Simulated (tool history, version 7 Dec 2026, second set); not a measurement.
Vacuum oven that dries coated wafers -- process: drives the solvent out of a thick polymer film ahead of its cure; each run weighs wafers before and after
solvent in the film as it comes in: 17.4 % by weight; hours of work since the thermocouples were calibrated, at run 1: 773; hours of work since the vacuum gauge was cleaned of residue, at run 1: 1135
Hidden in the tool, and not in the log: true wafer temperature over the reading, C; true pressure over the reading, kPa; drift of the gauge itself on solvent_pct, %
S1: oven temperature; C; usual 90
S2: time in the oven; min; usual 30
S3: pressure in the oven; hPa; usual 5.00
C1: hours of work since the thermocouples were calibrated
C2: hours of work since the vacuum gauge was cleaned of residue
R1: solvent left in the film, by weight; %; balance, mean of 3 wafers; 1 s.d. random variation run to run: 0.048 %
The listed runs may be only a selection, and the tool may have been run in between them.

Run 1, hour 0.0: usual settings; C1 773; C2 1135. Result: R1 1.06 %.
At hour 21.1: oven's thermocouples calibrated.
Run 2, hour 60.2: usual settings; C1 27; C2 1176. Result: R1 1.09 %.
At hour 79.2: vacuum gauge cleaned of residue and calibrated.
Run 3, hour 107.1: usual settings; C1 59; C2 19. Result: R1 1.10 %.
Run 4, hour 170.2: usual settings but S2 34 min; C1 103; C2 64. Result: R1 0.92 %.
Run 5, hour 217.3: usual settings but S2 37 min; C1 136; C2 97. Result: R1 0.74 %.
Run 6, hour 251.3: usual settings but S2 37 min; C1 160; C2 120. Result: R1 0.73 %.
Run 7, hour 296.4: usual settings but S2 42 min; C1 191; C2 152. Result: R1 0.70 %.
Run 8, hour 353.3: usual settings but S3 5.59 hPa; C1 231; C2 192. Result: R1 1.02 %.
Run 9, hour 397.6: usual settings; C1 262; C2 223. Result: R1 1.11 %.
Run 10, hour 443.4: usual settings but S3 10.50 hPa; C1 294; C2 255. Result: R1 1.53 %.
Run 11, hour 489.8: usual settings but S1 105 C; C1 327; C2 287. Result: R1 0.30 %.
Run 12, hour 546.6: usual settings but S1 105 C; C1 366; C2 327. Result: R1 0.26 %.
Run 13, hour 593.4: usual settings; C1 399; C2 360. Result: R1 1.06 %.
Run 14, hour 639.3: usual settings but S1 96 C; C1 431; C2 392. Result: R1 0.56 %.
Run 15, hour 691.2: usual settings but S1 96 C; C1 468; C2 428. Result: R1 0.59 %.
Run 16, hour 717.8: usual settings but S3 2.84 hPa; C1 486; C2 446. Result: R1 0.84 %.
Run 17, hour 748.1: usual settings but S3 12.31 hPa; C1 507; C2 468. Result: R1 1.75 %.
Run 18, hour 774.7: usual settings but S2 51 min; C1 526; C2 486. Result: R1 0.53 %.
Run 19, hour 821.2: usual settings but S2 51 min; C1 558; C2 519. Result: R1 0.45 %.
Run 20, hour 852.5: usual settings but S1 102 C, S2 25 min; C1 580; C2 541. Result: R1 0.34 %.
Run 21, hour 898.4: usual settings but S1 102 C, S2 25 min; C1 612; C2 573. Result: R1 0.44 %.
Run 22, hour 958.7: usual settings but S1 102 C, S2 25 min; C1 655; C2 615. Result: R1 0.36 %.
Run 23, hour 996.4: usual settings but S1 78 C, S2 28 min, S3 18.87 hPa; C1 681; C2 641. Result: R1 5.39 %.
Run 24, hour 1023.2: usual settings but S1 94 C, S2 39 min, S3 2.96 hPa; C1 700; C2 660. Result: R1 0.43 %.
Run 25, hour 1053.8: usual settings but S1 94 C, S2 51 min, S3 5.77 hPa; C1 721; C2 681. Result: R1 0.58 %.
Run 26, hour 1115.6: usual settings but S1 94 C, S2 20 min, S3 10.90 hPa; C1 764; C2 725. Result: R1 1.78 %.
At hour 1148.9: oven's thermocouples calibrated.
Run 27, hour 1178.2: usual settings but S1 94 C, S2 20 min, S3 13.40 hPa; C1 21; C2 767. Result: R1 2.07 %.
Run 28, hour 1243.3: usual settings but S1 94 C, S2 20 min, S3 13.40 hPa; C1 66; C2 813. Result: R1 2.01 %.
Run 29, hour 1290.3: usual settings but S1 98 C, S2 29 min, S3 6.52 hPa; C1 99; C2 845. Result: R1 0.67 %.
Run 30, hour 1330.8: usual settings but S1 98 C, S2 19 min, S3 2.70 hPa; C1 127; C2 874. Result: R1 0.79 %.
Run 31, hour 1377.1: usual settings but S1 80 C, S3 2.66 hPa; C1 160; C2 906. Result: R1 2.74 %.
Run 32, hour 1412.5: usual settings but S3 4.50 hPa; C1 184; C2 931. Result: R1 1.01 %.
Run 33, hour 1441.7: usual settings but S3 2.84 hPa; C1 205; C2 951. Result: R1 0.81 %.
Run 34, hour 1473.2: usual settings but S1 91 C, S2 31 min, S3 16.58 hPa; C1 227; C2 973. Result: R1 1.90 %.
Run 35, hour 1519.8: usual settings but S1 91 C, S2 31 min, S3 16.58 hPa; C1 259; C2 1006. Result: R1 1.88 %.

For each entry between runs, how does the tool's hidden state at the last listed run before it compare with that at the first listed run after it?
From run 1 to run 2: oven's thermocouples calibrated (hour 21.1)
  true wafer temperature over the reading, C: 0.03 -> -0.02; true pressure over the reading, kPa: 0.031 -> 0.033
From run 2 to run 3: vacuum gauge cleaned of residue and calibrated (hour 79.2)
  true pressure over the reading, kPa: 0.033 -> 0
From run 26 to run 27: oven's thermocouples calibrated (hour 1148.9)
  true wafer temperature over the reading, C: 0.03 -> 0.02; true pressure over the reading, kPa: 0.021 -> 0.023
